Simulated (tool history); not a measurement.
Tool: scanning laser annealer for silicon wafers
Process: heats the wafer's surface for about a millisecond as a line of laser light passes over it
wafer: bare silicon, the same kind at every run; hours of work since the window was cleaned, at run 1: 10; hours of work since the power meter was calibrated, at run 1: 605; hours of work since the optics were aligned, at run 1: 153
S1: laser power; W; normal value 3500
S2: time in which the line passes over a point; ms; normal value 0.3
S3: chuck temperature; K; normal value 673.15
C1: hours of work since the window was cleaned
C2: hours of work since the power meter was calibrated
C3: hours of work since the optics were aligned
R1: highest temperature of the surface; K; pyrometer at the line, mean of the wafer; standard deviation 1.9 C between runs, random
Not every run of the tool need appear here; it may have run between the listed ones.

run,day,S1,S2,S3,C1,C2,C3,R1
1,0,3500,0.3,673.15,10,605,153,1497.15
2,1.546,3500,0.3,673.15,31,625,173,1493.15
3,2.912,3500,0.3,651.15,49,643,191,1469.15
4,4.45,3500,0.3,651.15,69,664,212,1469.15
5,6.392,3500,0.3,651.15,95,689,238,1470.15
6,8.383,3500,0.3,651.15,121,716,264,1466.15
7,10.367,3500,0.3,651.15,148,742,290,1462.15
8,11.783,3500,0.3,712.15,166,761,309,1522.15
9,13.817,3500,0.3,712.15,193,788,336,1522.15
10,14.95,3500,0.3,673.15,208,803,351,1483.15
11,15.792,3500,0.3,673.15,219,814,362,1480.15
12,17.712,3500,0.3,661.15,245,839,387,1468.15
13,19.6,3500,0.3,639.15,270,864,413,1444.15
14,21.433,3500,0.3,639.15,294,889,437,1446.15
15,23.388,3366,0.319,673.15,320,915,463,1459.15
16,24.988,3374,0.213,684.15,341,936,484,1336.15
17,26.321,3233,0.213,684.15,359,953,502,1302.15
18,27.792,3380,0.3,705.15,378,973,521,1471.15
19,28.646,3380,0.3,705.15,390,984,532,1471.15
20,30.2,3380,0.347,675.15,410,1005,553,1494.15
21,31.538,3731,0.3,673.15,428,1022,571,1532.15
22,32.358,2996,0.267,645.15,439,1033,582,1270.15
23,33.575,2996,0.242,633.15,455,1049,598,1231.15
24,34.862,2996,0.242,633.15,472,1067,615,1229.15
25,36.438,3130,0.23,667.15,493,1087,636,1278.15
26,38.325,3130,0.23,667.15,518,1112,661,1277.15
27,39.542,3487,0.292,697.15,534,1129,677,1472.15
28,40.379,3418,0.292,678.15,545,1140,688,1435.15

Here are 3 independent what-if runs from the current tool condition. What would each one return?
A,41.433,3500,0.331,651.15,559,1154,702,?
B,41.433,3059,0.228,678.15,559,1154,702,?
C,41.433,3418,0.292,689.15,559,1154,702,?

run,R1
A,1474.15
B,1268.15
C,1444.15
Had the tool no hidden state, the same runs would have come out as:
run,R1
A,1521.15
B,1301.15
C,1487.15

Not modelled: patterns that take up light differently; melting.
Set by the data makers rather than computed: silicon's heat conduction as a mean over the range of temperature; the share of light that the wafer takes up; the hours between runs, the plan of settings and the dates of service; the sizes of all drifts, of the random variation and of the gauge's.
